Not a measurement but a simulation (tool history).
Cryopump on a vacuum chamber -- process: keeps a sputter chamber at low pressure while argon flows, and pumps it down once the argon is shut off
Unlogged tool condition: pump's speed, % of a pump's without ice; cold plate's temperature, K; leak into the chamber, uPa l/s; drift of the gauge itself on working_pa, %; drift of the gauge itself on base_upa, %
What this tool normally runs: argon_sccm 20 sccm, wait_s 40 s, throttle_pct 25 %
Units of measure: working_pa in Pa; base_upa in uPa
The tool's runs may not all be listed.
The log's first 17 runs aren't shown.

| run | hour | argon_sccm | wait_s | throttle_pct | hours of work since the pump was warmed up and emptied | hours of work since the cold head was overhauled | hours of work since the chamber's fittings were tightened | working_pa | base_upa |
|---|---|---|---|---|---|---|---|---|---|
| 18 | 497.9 | 20 | 35 | 25 | 755 | 755 | 268 | 0.0745 | 1.27 |
| 19 | 521.6 | 12 | 40 | 22 | 772 | 772 | 284 | 0.05 | 1.11 |
| 20 | 557.9 | 12 | 40 | 22 | 797 | 797 | 310 | 0.0497 | 1.21 |
|  | 574.6 | pump warmed up, emptied and cooled again |
| 21 | 593.5 | 12 | 40 | 22 | 13 | 819 | 331 | 0.0491 | 1.14 |
| 22 | 622.1 | 12 | 99 | 22 | 33 | 839 | 351 | 0.0494 | 0.61 |
| 23 | 651.2 | 13 | 72 | 22 | 54 | 859 | 372 | 0.0532 | 0.88 |
| 24 | 679.4 | 29 | 240 | 18 | 74 | 879 | 392 | 0.1433 | 0.52 |
| 25 | 715 | 29 | 240 | 18 | 98 | 904 | 417 | 0.1457 | 0.47 |
| 26 | 753.8 | 34 | 40 | 30 | 126 | 931 | 444 | 0.1023 | 1.2 |
| 27 | 787.8 | 34 | 40 | 30 | 150 | 955 | 468 | 0.103 | 1.17 |
| 28 | 821.1 | 12 | 139 | 17 | 173 | 978 | 491 | 0.0636 | 0.57 |
| 29 | 847 | 12 | 139 | 17 | 191 | 996 | 509 | 0.0637 | 0.6 |
| 30 | 865.8 | 25 | 255 | 16 | 204 | 1010 | 522 | 0.1414 | 0.48 |
| 31 | 903.9 | 29 | 111 | 17 | 231 | 1036 | 549 | 0.1526 | 0.69 |
| 32 | 935 | 35 | 25 | 44 | 253 | 1058 | 571 | 0.0737 | 1.76 |
| 33 | 952.5 | 35 | 25 | 44 | 265 | 1070 | 583 | 0.0734 | 1.77 |

3 options for the next run, each taken on its own from the tool as it stands now. Forecast them:
| A | 975.2 | 15 | 25 | 17 | 281 | 1086 | 599 | ? | ? |
| B | 975.2 | 27 | 25 | 38 | 281 | 1086 | 599 | ? | ? |
| C | 975.2 | 24 | 101 | 19 | 281 | 1086 | 599 | ? | ? |

| run | working_pa | base_upa |
|---|---|---|
| A | 0.0801 | 1.85 |
| B | 0.0652 | 1.81 |
| C | 0.1145 | 0.75 |
What these runs would have given with no unlogged condition in the tool:
| run | working_pa | base_upa |
|---|---|---|
| A | 0.0792 | 1.61 |
| B | 0.0635 | 1.57 |
| C | 0.113 | 0.51 |
